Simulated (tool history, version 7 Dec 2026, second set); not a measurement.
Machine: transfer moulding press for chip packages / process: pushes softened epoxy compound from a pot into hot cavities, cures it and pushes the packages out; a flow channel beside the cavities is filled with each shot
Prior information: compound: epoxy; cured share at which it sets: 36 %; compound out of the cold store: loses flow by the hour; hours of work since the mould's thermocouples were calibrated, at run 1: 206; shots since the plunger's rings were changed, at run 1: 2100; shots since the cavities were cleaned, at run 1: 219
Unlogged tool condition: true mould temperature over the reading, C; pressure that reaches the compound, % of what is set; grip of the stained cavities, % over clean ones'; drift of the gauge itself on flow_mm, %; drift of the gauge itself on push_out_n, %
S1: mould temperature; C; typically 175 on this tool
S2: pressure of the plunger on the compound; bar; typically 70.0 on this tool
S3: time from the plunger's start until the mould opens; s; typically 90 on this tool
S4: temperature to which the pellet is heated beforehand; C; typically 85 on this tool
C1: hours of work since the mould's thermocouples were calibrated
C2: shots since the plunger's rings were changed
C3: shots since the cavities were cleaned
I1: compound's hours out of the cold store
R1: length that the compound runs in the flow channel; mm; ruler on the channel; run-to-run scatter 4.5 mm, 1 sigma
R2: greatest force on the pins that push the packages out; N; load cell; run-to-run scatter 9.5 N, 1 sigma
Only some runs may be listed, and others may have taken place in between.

Run 1, hour 0.0: usual settings; C1 206; C2 2100; C3 219; I1 32.3. Result: R1 791 mm, R2 586 N.
Run 2, hour 15.6: usual settings; C1 214; C2 2250; C3 369; I1 37.1. Result: R1 777 mm, R2 669 N.
Run 3, hour 27.4: usual settings; C1 220; C2 2364; C3 483; I1 29.1. Result: R1 783 mm, R2 687 N.
Run 4, hour 36.2: usual settings; C1 225; C2 2449; C3 568; I1 21.9. Result: R1 805 mm, R2 749 N.
Run 5, hour 52.5: usual settings but S4 91 C; C1 233; C2 2606; C3 725; I1 9.6. Result: R1 822 mm, R2 794 N.
At hour 64.6: cavities cleaned with cleaning compound and waxed.
Run 6, hour 65.1: usual settings but S4 91 C; C1 239; C2 2714; C3 6; I1 25.4. Result: R1 800 mm, R2 435 N.
Run 7, hour 73.6: usual settings but S4 91 C; C1 243; C2 2796; C3 88; I1 38.9. Result: R1 772 mm, R2 509 N.
Run 8, hour 85.4: usual settings but S4 91 C; C1 249; C2 2909; C3 201; I1 38.3. Result: R1 773 mm, R2 587 N.
Run 9, hour 94.2: usual settings but S3 119 s; C1 253; C2 2994; C3 286; I1 40.6. Result: R1 769 mm, R2 440 N.
Run 10, hour 110.1: usual settings but S3 119 s; C1 262; C2 3147; C3 439; I1 38.6. Result: R1 779 mm, R2 464 N.
Run 11, hour 123.1: usual settings but S4 94 C; C1 268; C2 3272; C3 564; I1 13.5. Result: R1 801 mm, R2 721 N.
Run 12, hour 134.0: usual settings; C1 274; C2 3378; C3 670; I1 36.1. Result: R1 780 mm, R2 776 N.
Run 13, hour 148.0: usual settings; C1 281; C2 3513; C3 805; I1 30.6. Result: R1 785 mm, R2 805 N.
At hour 151.7: cavities cleaned with cleaning compound and waxed.
Run 14, hour 163.1: usual settings but S2 75.2 bar; C1 288; C2 3644; C3 110; I1 38.9. Result: R1 796 mm, R2 553 N.
Run 15, hour 171.6: usual settings but S1 172 C, S2 75.2 bar; C1 292; C2 3725; C3 191; I1 16.8. Result: R1 843 mm, R2 732 N.
Run 16, hour 180.1: usual settings but S1 170 C, S3 91 s; C1 297; C2 3808; C3 274; I1 40.0. Result: R1 784 mm, R2 860 N.
Run 17, hour 187.7: usual settings but S1 168 C, S2 80.0 bar, S3 130 s; C1 300; C2 3881; C3 347; I1 42.7. Result: R1 837 mm, R2 475 N.
Run 18, hour 202.8: usual settings but S1 168 C, S2 80.0 bar, S3 130 s; C1 308; C2 4027; C3 493; I1 18.7. Result: R1 874 mm, R2 552 N.
Run 19, hour 212.0: usual settings but S1 168 C, S2 80.0 bar, S3 130 s; C1 313; C2 4116; C3 582; I1 27.9. Result: R1 863 mm, R2 566 N.
Run 20, hour 219.0: usual settings but S1 170 C, S4 81 C; C1 316; C2 4182; C3 648; I1 20.1. Result: R1 813 mm, R2 1153 N.
Run 21, hour 228.5: usual settings but S3 97 s; C1 321; C2 4274; C3 740; I1 42.8. Result: R1 761 mm, R2 656 N.
Run 22, hour 236.0: usual settings but S1 178 C, S2 63.0 bar, S3 94 s, S4 88 C; C1 325; C2 4346; C3 812; I1 17.7. Result: R1 748 mm, R2 652 N.
At hour 239.4: cavities cleaned with cleaning compound and waxed.
Run 23, hour 252.0: usual settings but S2 79.0 bar, S3 112 s, S4 84 C; C1 332; C2 4486; C3 120; I1 39.6. Result: R1 813 mm, R2 384 N.
Run 24, hour 260.5: usual settings but S2 79.0 bar, S3 112 s, S4 84 C; C1 337; C2 4569; C3 203; I1 35.6. Result: R1 827 mm, R2 423 N.
Run 25, hour 274.1: usual settings but S1 177 C, S2 79.0 bar, S3 81 s, S4 84 C; C1 344; C2 4700; C3 334; I1 39.5. Result: R1 812 mm, R2 747 N.
At hour 288.2: plunger's sealing rings changed.
Run 26, hour 288.2: usual settings but S1 177 C, S2 79.0 bar, S3 81 s, S4 84 C; C1 350; C2 0; C3 446; I1 13.2. Result: R1 881 mm, R2 818 N.
Run 27, hour 296.5: usual settings but S3 75 s, S4 83 C; C1 354; C2 80; C3 526; I1 16.0. Result: R1 830 mm, R2 1224 N.
Run 28, hour 308.8: usual settings but S1 176 C, S2 55.0 bar, S3 73 s, S4 90 C; C1 360; C2 199; C3 645; I1 39.1. Result: R1 698 mm, R2 1201 N.

How the hidden state differs across the entries between the runs, from the last listed run before each to the first after it:
Run 5 -> run 6: cavities cleaned with cleaning compound and waxed (hour 64.6)
  true mould temperature over the reading, C: -0.64 -> -0.65; pressure that reaches the compound, % of what is set: 96.24 -> 96.11; grip of the stained cavities, % over clean ones': 77.3 -> 2.8
  measured result minus the result with no hidden state, R1: -14 -> -15 mm; R2: +368 -> +29 N
Run 13 -> run 14: cavities cleaned with cleaning compound and waxed (hour 151.7)
  true mould temperature over the reading, C: -0.74 -> -0.75; pressure that reaches the compound, % of what is set: 95.06 -> 94.89; grip of the stained cavities, % over clean ones': 81 -> 20.8
  measured result minus the result with no hidden state, R1: -19 -> -19 mm; R2: +380 -> +117 N
Run 22 -> run 23: cavities cleaned with cleaning compound and waxed (hour 239.4)
  true mould temperature over the reading, C: -0.84 -> -0.85; pressure that reaches the compound, % of what is set: 93.98 -> 93.79; grip of the stained cavities, % over clean ones': 81.9 -> 19.1
  measured result minus the result with no hidden state, R1: -22 -> -24 mm; R2: +306 -> +69 N
Run 25 -> run 26: plunger's sealing rings changed (hour 288.2)
  true mould temperature over the reading, C: -0.88 -> -0.89; pressure that reaches the compound, % of what is set: 93.53 -> 99.6; grip of the stained cavities, % over clean ones': 45.4 -> 56.5
  measured result minus the result with no hidden state, R1: -25 -> +0 mm; R2: +261 -> +324 N

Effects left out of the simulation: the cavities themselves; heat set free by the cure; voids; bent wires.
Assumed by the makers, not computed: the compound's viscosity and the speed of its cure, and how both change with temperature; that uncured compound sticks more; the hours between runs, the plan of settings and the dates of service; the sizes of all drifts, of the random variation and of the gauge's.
